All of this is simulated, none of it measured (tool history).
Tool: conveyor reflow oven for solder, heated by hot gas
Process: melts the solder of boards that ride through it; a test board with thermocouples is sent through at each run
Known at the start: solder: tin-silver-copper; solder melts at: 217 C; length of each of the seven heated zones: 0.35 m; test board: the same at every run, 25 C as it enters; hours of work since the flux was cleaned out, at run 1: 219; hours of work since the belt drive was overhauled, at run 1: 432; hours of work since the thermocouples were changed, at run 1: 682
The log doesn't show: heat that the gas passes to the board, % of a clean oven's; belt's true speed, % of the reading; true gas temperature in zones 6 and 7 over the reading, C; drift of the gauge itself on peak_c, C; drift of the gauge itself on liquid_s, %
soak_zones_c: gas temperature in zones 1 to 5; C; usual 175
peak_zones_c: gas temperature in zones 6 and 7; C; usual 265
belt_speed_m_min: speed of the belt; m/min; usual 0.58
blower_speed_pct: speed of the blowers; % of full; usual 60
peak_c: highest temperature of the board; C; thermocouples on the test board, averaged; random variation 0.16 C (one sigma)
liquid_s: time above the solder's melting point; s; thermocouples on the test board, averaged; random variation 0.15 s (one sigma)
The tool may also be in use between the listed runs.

run	hour	soak_zones_c	peak_zones_c	belt_speed_m_min	blower_speed_pct	hours of work since the flux was cleaned out	hours of work since the belt drive was overhauled	hours of work since the thermocouples were changed	peak_c	liquid_s
1	0	175	265	0.58	60	219	432	682	248.1	50.7
2	22.1	165	265	0.58	60	230	443	693	245.9	45.5
3	46.4	165	265	0.58	60	242	455	705	245.4	44.9
4	78.1	165	265	0.58	60	258	471	721	245.7	44.8
5	93.1	165	265	0.58	60	265	479	729	245.3	45.1
6	125.3	165	265	0.58	60	282	495	745	245.8	45.1
7	144	165	265	0.58	60	291	504	754	245.5	45.1
8	161.1	165	265	0.58	60	299	513	763	245.4	44.5
9	192.7	165	265	0.58	60	315	528	778	245.4	44.8
10	214.8	165	265	0.58	60	326	539	789	245.3	45.1
11	235.6	165	265	0.58	60	337	550	800	245.3	44.8
12	269.6	175	265	0.58	60	354	567	817	247.3	49.7
13	287.6	175	265	0.58	60	363	576	826	247.7	49.5
14	304.9	175	265	0.58	60	371	584	834	247.2	49.5
15	318.9	175	265	0.58	60	378	591	841	247.4	49.8
16	346.9	175	265	0.58	60	392	605	855	247.1	49.4
17	376.3	175	265	0.58	60	407	620	870	247.4	49.3
18	409.1	175	257	0.58	81	423	637	887	245.8	50.5
19	425.1	163	265	0.58	63	431	645	895	245.3	44.5
20	458.2	163	265	0.58	63	448	661	911	245.6	44.4
21	479.5	163	265	0.58	63	459	672	922	245.2	44.1
22	507.9	179	259	0.633	65	473	686	936	241.2	41.1
23	526.7	184	270	0.47	60	482	695	945	259.9	78
# hour 540.7: flux residue cleaned out of gas plates and filters
24	551.3	163	257	0.491	67	5	705	955	248.7	59.8
25	566.2	163	257	0.491	67	13	713	963	249	59.6
26	587.7	163	257	0.491	67	24	723	973	248.9	59.3
27	603.9	175	259	0.478	60	32	732	982	250.8	66.9
28	636.6	175	261	0.659	60	48	748	998	242.5	39.5
29	650.5	175	258	0.659	60	55	755	1005	240.1	37.5
30	666.6	187	259	0.659	60	63	763	1013	243.7	45.1
31	700.2	187	259	0.659	60	80	780	1030	243.7	44.8
# hour 708: thermocouples of zones 6 and 7 changed
32	718.8	187	259	0.659	60	88	788	5	240.4	42.2

How the hidden state differs across the entries between the runs, from the last listed run before each to the first after it:
Between runs 23 and 24: flux residue cleaned out of gas plates and filters (hour 540.7)
  heat that the gas passes to the board, % of a clean oven's: 84.9 -> 99.8; belt's true speed, % of the reading: 99.05 -> 99.03; true gas temperature in zones 6 and 7 over the reading, C: 3.77 -> 3.81
  measured less the result without the state, peak_c: +1 -> +3.7 C; liquid_s: +0.8 -> +3.9 s
Between runs 31 and 32: thermocouples of zones 6 and 7 changed (hour 708)
  heat that the gas passes to the board, % of a clean oven's: 97.4 -> 97.1; belt's true speed, % of the reading: 98.94 -> 98.93; true gas temperature in zones 6 and 7 over the reading, C: 4.1 -> 0.24
  measured less the result without the state, peak_c: +3.1 -> -0.1 C; liquid_s: +2.9 -> +0.3 s

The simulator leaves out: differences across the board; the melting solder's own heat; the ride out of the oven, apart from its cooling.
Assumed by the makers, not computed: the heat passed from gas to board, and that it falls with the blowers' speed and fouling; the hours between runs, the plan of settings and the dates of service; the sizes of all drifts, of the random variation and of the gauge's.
